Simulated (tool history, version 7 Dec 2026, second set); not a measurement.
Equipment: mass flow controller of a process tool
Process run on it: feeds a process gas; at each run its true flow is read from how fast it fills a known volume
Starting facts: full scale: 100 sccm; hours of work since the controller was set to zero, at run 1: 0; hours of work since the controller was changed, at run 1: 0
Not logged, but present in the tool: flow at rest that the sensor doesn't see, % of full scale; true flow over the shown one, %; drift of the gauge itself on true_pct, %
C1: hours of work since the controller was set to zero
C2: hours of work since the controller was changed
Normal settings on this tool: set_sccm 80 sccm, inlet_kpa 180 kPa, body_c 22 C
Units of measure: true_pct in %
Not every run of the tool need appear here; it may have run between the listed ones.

{"run": 1, "day": 0.0, "set_sccm": 80, "inlet_kpa": 180, "body_c": 22, "C1": 0, "C2": 0, "true_pct": 99.94}
{"run": 2, "day": 13.85, "set_sccm": 80, "inlet_kpa": 180, "body_c": 22, "C1": 242, "C2": 242, "true_pct": 99.77}
{"run": 3, "day": 30.454, "set_sccm": 80, "inlet_kpa": 180, "body_c": 22, "C1": 533, "C2": 533, "true_pct": 99.78}
{"run": 4, "day": 43.071, "set_sccm": 80, "inlet_kpa": 221, "body_c": 22, "C1": 753, "C2": 753, "true_pct": 99.33}
{"run": 5, "day": 62.358, "set_sccm": 80, "inlet_kpa": 221, "body_c": 22, "C1": 1090, "C2": 1090, "true_pct": 99.07}
{"run": 6, "day": 74.121, "set_sccm": 80, "inlet_kpa": 235, "body_c": 22, "C1": 1296, "C2": 1296, "true_pct": 99.01}
{"run": 7, "day": 89.554, "set_sccm": 42, "inlet_kpa": 180, "body_c": 22, "C1": 1566, "C2": 1566, "true_pct": 98.73}
{"run": 8, "day": 103.042, "set_sccm": 42, "inlet_kpa": 180, "body_c": 22, "C1": 1802, "C2": 1802, "true_pct": 98.73}
{"run": 9, "day": 123.017, "set_sccm": 42, "inlet_kpa": 180, "body_c": 22, "C1": 2151, "C2": 2151, "true_pct": 98.55}
{"run": 10, "day": 138.971, "set_sccm": 42, "inlet_kpa": 180, "body_c": 22, "C1": 2430, "C2": 2430, "true_pct": 98.47}
{"run": 11, "day": 150.717, "set_sccm": 44, "inlet_kpa": 279, "body_c": 32, "C1": 2635, "C2": 2635, "true_pct": 97.12}
{"run": 12, "day": 160.517, "set_sccm": 80, "inlet_kpa": 179, "body_c": 37, "C1": 2807, "C2": 2807, "true_pct": 97.86}
{"run": 13, "day": 171.433, "set_sccm": 80, "inlet_kpa": 275, "body_c": 22, "C1": 2998, "C2": 2998, "true_pct": 97.87}
{"run": 14, "day": 179.862, "set_sccm": 63, "inlet_kpa": 246, "body_c": 29, "C1": 3145, "C2": 3145, "true_pct": 97.4}
{"run": 15, "day": 196.946, "set_sccm": 63, "inlet_kpa": 246, "body_c": 29, "C1": 3444, "C2": 3444, "true_pct": 97.36}
{"run": 16, "day": 209.683, "set_sccm": 74, "inlet_kpa": 183, "body_c": 27, "C1": 3667, "C2": 3667, "true_pct": 97.84}
{"run": 17, "day": 219.3, "set_sccm": 74, "inlet_kpa": 183, "body_c": 27, "C1": 3835, "C2": 3835, "true_pct": 97.76}

Expected results for the next run?
{"run": 18, "day": 231.954, "set_sccm": 74, "inlet_kpa": 183, "body_c": 27, "C1": 4056, "C2": 4056, "true_pct": "?"}

Run 18 produced true_pct 97.67 %.
Were there no unlogged condition in the tool, this run, its random variation unchanged, would have produced true_pct 99.44 %.
